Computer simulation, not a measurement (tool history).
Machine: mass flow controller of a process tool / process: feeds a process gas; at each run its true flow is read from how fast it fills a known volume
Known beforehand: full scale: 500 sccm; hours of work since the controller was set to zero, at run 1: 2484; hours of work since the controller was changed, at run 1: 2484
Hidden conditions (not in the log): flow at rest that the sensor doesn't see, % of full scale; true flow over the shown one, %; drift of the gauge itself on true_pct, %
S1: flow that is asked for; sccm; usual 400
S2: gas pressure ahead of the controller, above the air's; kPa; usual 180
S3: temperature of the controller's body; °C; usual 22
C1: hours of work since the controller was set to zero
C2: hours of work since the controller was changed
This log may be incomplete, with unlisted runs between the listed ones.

Run 1, hour 0.0: usual settings; C1 2484; C2 2484. Result: true flow (%) 98.73.
Run 2, hour 119.3: usual settings; C1 2569; C2 2569. Result: true flow (%) 98.60.
Run 3, hour 185.5: usual settings but S3 36 °C; C1 2617; C2 2617. Result: true flow (%) 97.14.
Run 4, hour 293.8: usual settings but S2 196 kPa; C1 2694; C2 2694. Result: true flow (%) 98.65.
Run 5, hour 390.4: usual settings but S2 196 kPa; C1 2763; C2 2763. Result: true flow (%) 98.81.
Run 6, hour 461.4: usual settings but S2 147 kPa; C1 2814; C2 2814. Result: true flow (%) 98.33.
Run 7, hour 557.4: usual settings but S2 147 kPa; C1 2883; C2 2883. Result: true flow (%) 98.37.
Run 8, hour 692.2: usual settings; C1 2979; C2 2979. Result: true flow (%) 98.36.
Run 9, hour 751.6: usual settings; C1 3022; C2 3022. Result: true flow (%) 98.50.
Run 10, hour 871.4: usual settings but S2 141 kPa; C1 3107; C2 3107. Result: true flow (%) 98.12.
Run 11, hour 957.5: usual settings but S2 147 kPa; C1 3169; C2 3169. Result: true flow (%) 98.13.
Run 12, hour 1039.3: usual settings; C1 3228; C2 3228. Result: true flow (%) 98.33.
Run 13, hour 1182.1: usual settings but S1 161 sccm, S2 215 kPa, S3 37 °C; C1 3330; C2 3330. Result: true flow (%) 95.21.
Run 14, hour 1242.6: usual settings but S1 161 sccm, S2 215 kPa, S3 37 °C; C1 3373; C2 3373. Result: true flow (%) 95.10.
At hour 1256.2: controller's zero set anew.
Run 15, hour 1382.9: usual settings but S1 161 sccm, S2 215 kPa, S3 37 °C; C1 91; C2 3473. Result: true flow (%) 94.50.
Run 16, hour 1505.1: usual settings but S1 408 sccm, S2 215 kPa, S3 37 °C; C1 178; C2 3561. Result: true flow (%) 96.83.

Expected results for the next run?
Run 17, hour 1584.2: usual settings but S1 408 sccm, S2 215 kPa, S3 37 °C; C1 235; C2 3617. Result: true flow (%) ?.

true flow (%): 96.81
Without the tool's hidden state the same run would have given true flow (%) 98.42.
